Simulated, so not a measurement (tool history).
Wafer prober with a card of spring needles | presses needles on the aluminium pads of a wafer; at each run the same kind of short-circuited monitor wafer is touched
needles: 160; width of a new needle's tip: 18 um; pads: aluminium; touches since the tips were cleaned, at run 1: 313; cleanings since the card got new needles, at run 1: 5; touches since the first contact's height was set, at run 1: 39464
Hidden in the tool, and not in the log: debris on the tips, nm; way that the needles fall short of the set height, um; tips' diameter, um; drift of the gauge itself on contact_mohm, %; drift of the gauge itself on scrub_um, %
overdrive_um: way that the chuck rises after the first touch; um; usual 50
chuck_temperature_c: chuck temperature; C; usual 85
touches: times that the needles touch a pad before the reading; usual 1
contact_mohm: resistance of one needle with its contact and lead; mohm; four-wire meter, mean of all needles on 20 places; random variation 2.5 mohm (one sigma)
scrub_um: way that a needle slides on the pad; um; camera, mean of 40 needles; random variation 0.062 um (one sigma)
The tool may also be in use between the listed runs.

run     day  overdrive_um  chuck_temperature_c  touches  touches since the tips were cleaned  cleanings since the card got new needles  touches since the first contact's height was set  contact_mohm  scrub_um
  1       0            50                   85        1                                  313                                         5                                             39464           278     13.42
      0.504  -- tips cleaned on abrasive film
  2   0.808            50                   85        1                                 4490                                         6                                             51299           278      13.3
      1.004  -- tips cleaned on abrasive film
      1.567  -- tips cleaned on abrasive film
  3   1.567            50                   85        1                                    0                                         8                                             62296           278     13.44
      2.171  -- tips cleaned on abrasive film
      2.704  -- tips cleaned on abrasive film
  4   3.088            50                   85        1                                 5661                                        10                                             84514           282     13.25
      3.204  -- tips cleaned on abrasive film
      3.688  -- tips cleaned on abrasive film
  5    3.95            50                   85        1                                 3847                                        12                                             97008           280     13.38
      4.225  -- tips cleaned on abrasive film
      4.762  -- tips cleaned on abrasive film
      5.362  -- tips cleaned on abrasive film
  6   5.417            37                   85        1                                  794                                        15                                            118405           289      9.97
      5.879  -- tips cleaned on abrasive film
      6.458  -- tips cleaned on abrasive film
  7   6.621            37                   85        1                                 2351                                        17                                            135939           291      9.86
      6.988  -- tips cleaned on abrasive film
      7.542  -- tips cleaned on abrasive film
      7.554  -- height of the first contact set anew
      8.121  -- tips cleaned on abrasive film
  8   8.267            37                   85        1                                 2143                                        20                                             10427           290       9.9
      8.617  -- tips cleaned on abrasive film
  9   9.046            37                   85        1                                 6309                                        21                                             21799           299      9.84
      9.171  -- tips cleaned on abrasive film
       9.75  -- tips cleaned on abrasive film
 10    10.1            50                   46        1                                 5156                                        23                                             37160           269      13.4
     10.279  -- tips cleaned on abrasive film
       10.8  -- tips cleaned on abrasive film
 11  11.042            50                   85        1                                 3506                                        25                                             50853           284     13.26
     11.312  -- tips cleaned on abrasive film
     11.879  -- tips cleaned on abrasive film
 12   12.15            50                   85        1                                 4013                                        27                                             67041           282     13.26
     12.383  -- tips cleaned on abrasive film
     12.867  -- tips cleaned on abrasive film
     13.375  -- tips cleaned on abrasive film
 13  13.454            50                   85        1                                 1170                                        30                                             86014           280     13.38
       13.9  -- tips cleaned on abrasive film
     14.454  -- tips cleaned on abrasive film
 14  14.612            50                   85        1                                 2349                                        32                                            102907           274      13.3
     15.033  -- tips cleaned on abrasive film
     15.529  -- tips cleaned on abrasive film
     16.079  -- tips cleaned on abrasive film
 15    16.2            50                   61        1                                 1774                                        35                                            126031           278     13.29
     16.633  -- tips cleaned on abrasive film
 16   16.95            50                   61        1                                 4689                                        36                                            136983           278     13.37
     17.146  -- tips cleaned on abrasive film
     17.683  -- tips cleaned on abrasive film
     17.804  -- height of the first contact set anew
     18.242  -- tips cleaned on abrasive film
 17  18.479            67                   85        1                                 3516                                        39                                              9875           271      17.8
     18.767  -- tips cleaned on abrasive film
      19.35  -- tips cleaned on abrasive film
 18  19.583            31                   55        3                                 3446                                        41                                             25975           287      8.19
     19.942  -- tips cleaned on abrasive film
     20.492  -- tips cleaned on abrasive film
     21.079  -- tips cleaned on abrasive film
 19  21.112            46                   46        1                                  463                                        44                                             48187           270     12.21
     21.575  -- tips cleaned on abrasive film
     22.146  -- tips cleaned on abrasive film
     22.654  -- tips cleaned on abrasive film
 20  22.738            46                   46        1                                 1203                                        47                                             71881           270      12.3
     23.175  -- tips cleaned on abrasive film
     23.712  -- tips cleaned on abrasive film
     24.246  -- tips cleaned on abrasive film
 21  24.262            33                   62        1                                  251                                        50                                             94100           288      8.81
     24.742  -- tips cleaned on abrasive film
     25.283  -- tips cleaned on abrasive film
 22  25.533            33                   62        1                                 3696                                        52                                            112673           287      8.84
     25.846  -- tips cleaned on abrasive film
     26.388  -- tips cleaned on abrasive film
 23  26.762            64                   66        2                                 5488                                        54                                            130556           268     17.13
     26.958  -- tips cleaned on abrasive film
     27.533  -- tips cleaned on abrasive film
     28.058  -- tips cleaned on abrasive film
     28.071  -- height of the first contact set anew
 24  28.104            64                   57        2                                  488                                        57                                               488           268     17.05
     28.671  -- tips cleaned on abrasive film
     29.229  -- tips cleaned on abrasive film
 25  29.362            56                   57        1                                 1991                                        59                                             18853           271     14.93
     29.725  -- tips cleaned on abrasive film
     30.238  -- tips cleaned on abrasive film
 26  30.417            33                   87        1                                 2656                                        61                                             34197           294      8.81
     30.742  -- tips cleaned on abrasive film
     31.338  -- tips cleaned on abrasive film
     31.896  -- tips cleaned on abrasive film
 27    31.9            46                   47        1                                  104                                        64                                             55818           274     12.23
     32.462  -- tips cleaned on abrasive film
 28  32.792            59                   31        2                                 4850                                        65                                             68853           261     15.77

How the hidden state differs across the entries between the runs, from the last listed run before each to the first after it:
Between runs 1 and 2: tips cleaned on abrasive film (day 0.504)
  debris on the tips, nm: 0.1 -> 0.5
Between runs 2 and 3: tips cleaned on abrasive film (day 1.004); tips cleaned on abrasive film (day 1.567)
  debris on the tips, nm: 0.5 -> 0
Between runs 3 and 4: tips cleaned on abrasive film (day 2.171); tips cleaned on abrasive film (day 2.704)
  debris on the tips, nm: 0 -> 0.5
Between runs 4 and 5: tips cleaned on abrasive film (day 3.204); tips cleaned on abrasive film (day 3.688)
  debris on the tips, nm: 0.5 -> 0.4; way that the needles fall short of the set height, um: 0 -> 0.01
Between runs 5 and 6: tips cleaned on abrasive film (day 4.225); tips cleaned on abrasive film (day 4.762); tips cleaned on abrasive film (day 5.362)
  debris on the tips, nm: 0.4 -> 0.1
Between runs 6 and 7: tips cleaned on abrasive film (day 5.879); tips cleaned on abrasive film (day 6.458)
  debris on the tips, nm: 0.1 -> 0.3
Between runs 7 and 8: tips cleaned on abrasive film (day 6.988); tips cleaned on abrasive film (day 7.542); height of the first contact set anew (day 7.554); tips cleaned on abrasive film (day 8.121)
  way that the needles fall short of the set height, um: 0.01 -> 0
Between runs 8 and 9: tips cleaned on abrasive film (day 8.617)
  debris on the tips, nm: 0.3 -> 0.5
Between runs 9 and 10: tips cleaned on abrasive film (day 9.171); tips cleaned on abrasive film (day 9.75)
  no hidden state differs between the two runs
Between runs 10 and 11: tips cleaned on abrasive film (day 10.279); tips cleaned on abrasive film (day 10.8)
  debris on the tips, nm: 0.5 -> 0.4
Between runs 11 and 12: tips cleaned on abrasive film (day 11.312); tips cleaned on abrasive film (day 11.879)
  no hidden state differs between the two runs
Between runs 12 and 13: tips cleaned on abrasive film (day 12.383); tips cleaned on abrasive film (day 12.867); tips cleaned on abrasive film (day 13.375)
  debris on the tips, nm: 0.4 -> 0.2; way that the needles fall short of the set height, um: 0 -> 0.01
Between runs 13 and 14: tips cleaned on abrasive film (day 13.9); tips cleaned on abrasive film (day 14.454)
  debris on the tips, nm: 0.2 -> 0.3; tips' diameter, um: 18 -> 18.01
Between runs 14 and 15: tips cleaned on abrasive film (day 15.033); tips cleaned on abrasive film (day 15.529); tips cleaned on abrasive film (day 16.079)
  debris on the tips, nm: 0.3 -> 0.2
Between runs 15 and 16: tips cleaned on abrasive film (day 16.633)
  debris on the tips, nm: 0.2 -> 0.5
Between runs 16 and 17: tips cleaned on abrasive film (day 17.146); tips cleaned on abrasive film (day 17.683); height of the first contact set anew (day 17.804); tips cleaned on abrasive film (day 18.242)
  debris on the tips, nm: 0.5 -> 0.4; way that the needles fall short of the set height, um: 0.01 -> 0
Between runs 17 and 18: tips cleaned on abrasive film (day 18.767); tips cleaned on abrasive film (day 19.35)
  no hidden state differs between the two runs
Between runs 18 and 19: tips cleaned on abrasive film (day 19.942); tips cleaned on abrasive film (day 20.492); tips cleaned on abrasive film (day 21.079)
  debris on the tips, nm: 0.4 -> 0.1
Between runs 19 and 20: tips cleaned on abrasive film (day 21.575); tips cleaned on abrasive film (day 22.146); tips cleaned on abrasive film (day 22.654)
  debris on the tips, nm: 0.1 -> 0.2
Between runs 20 and 21: tips cleaned on abrasive film (day 23.175); tips cleaned on abrasive film (day 23.712); tips cleaned on abrasive film (day 24.246)
  debris on the tips, nm: 0.2 -> 0.1; way that the needles fall short of the set height, um: 0 -> 0.01
Between runs 21 and 22: tips cleaned on abrasive film (day 24.742); tips cleaned on abrasive film (day 25.283)
  debris on the tips, nm: 0.1 -> 0.4
Between runs 22 and 23: tips cleaned on abrasive film (day 25.846); tips cleaned on abrasive film (day 26.388)
  debris on the tips, nm: 0.4 -> 0.5
Between runs 23 and 24: tips cleaned on abrasive film (day 26.958); tips cleaned on abrasive film (day 27.533); tips cleaned on abrasive film (day 28.058); height of the first contact set anew (day 28.071)
  debris on the tips, nm: 0.5 -> 0.1; way that the needles fall short of the set height, um: 0.01 -> 0
Between runs 24 and 25: tips cleaned on abrasive film (day 28.671); tips cleaned on abrasive film (day 29.229)
  debris on the tips, nm: 0.1 -> 0.3
Between runs 25 and 26: tips cleaned on abrasive film (day 29.725); tips cleaned on abrasive film (day 30.238)
  debris on the tips, nm: 0.3 -> 0.4
Between runs 26 and 27: tips cleaned on abrasive film (day 30.742); tips cleaned on abrasive film (day 31.338); tips cleaned on abrasive film (day 31.896)
  debris on the tips, nm: 0.4 -> 0
Between runs 27 and 28: tips cleaned on abrasive film (day 32.462)
  debris on the tips, nm: 0 -> 0.5
